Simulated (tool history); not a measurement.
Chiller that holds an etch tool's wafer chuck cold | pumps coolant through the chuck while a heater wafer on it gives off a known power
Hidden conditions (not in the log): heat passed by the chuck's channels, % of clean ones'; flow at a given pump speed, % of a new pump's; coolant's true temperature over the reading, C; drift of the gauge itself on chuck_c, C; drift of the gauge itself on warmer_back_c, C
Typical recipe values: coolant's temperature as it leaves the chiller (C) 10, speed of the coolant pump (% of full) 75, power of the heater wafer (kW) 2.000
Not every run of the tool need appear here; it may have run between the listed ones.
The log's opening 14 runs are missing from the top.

run	hour	coolant's temperature as it leaves the chiller (C)	speed of the coolant pump (% of full)	power of the heater wafer (kW)	hours since the coolant was changed and the channels were flushed	hours since the pump was overhauled	hours since the chiller's thermometer was calibrated	chuck's temperature once it has settled (C)	how much warmer the coolant comes back (C)
15	1423.0	10	75	1.030	2964	3372	335	18.8	4.34
16	1537.4	10	75	1.030	3078	3486	449	18.9	4.33
17	1602.8	10	75	1.030	3144	3551	514	18.9	4.35
# hour 1628.5: chiller's thermometer calibrated, once more
18	1687.9	13	75	1.765	3228	3635	59	29.4	7.37
19	1776.2	10	75	1.228	3316	3724	148	21.4	5.13
20	1849.7	14	65	2.000	3390	3797	221	34.6	9.84
21	1957.8	18	71	2.000	3498	3905	329	37.2	8.89
22	2033.3	16	82	1.689	3573	3981	405	30.7	6.42
23	2097.8	16	82	1.689	3638	4045	469	30.8	6.33

Expected results for the next run?
24	2203.0	16	82	1.689	3743	4150	574	?	?

Run 24 gave chuck's temperature once it has settled (C) 30.8, how much warmer the coolant comes back (C) 6.44.
On a tool with no hidden condition, and with the same random variation, this run would have come out at chuck's temperature once it has settled (C) 29.0, how much warmer the coolant comes back (C) 6.11.
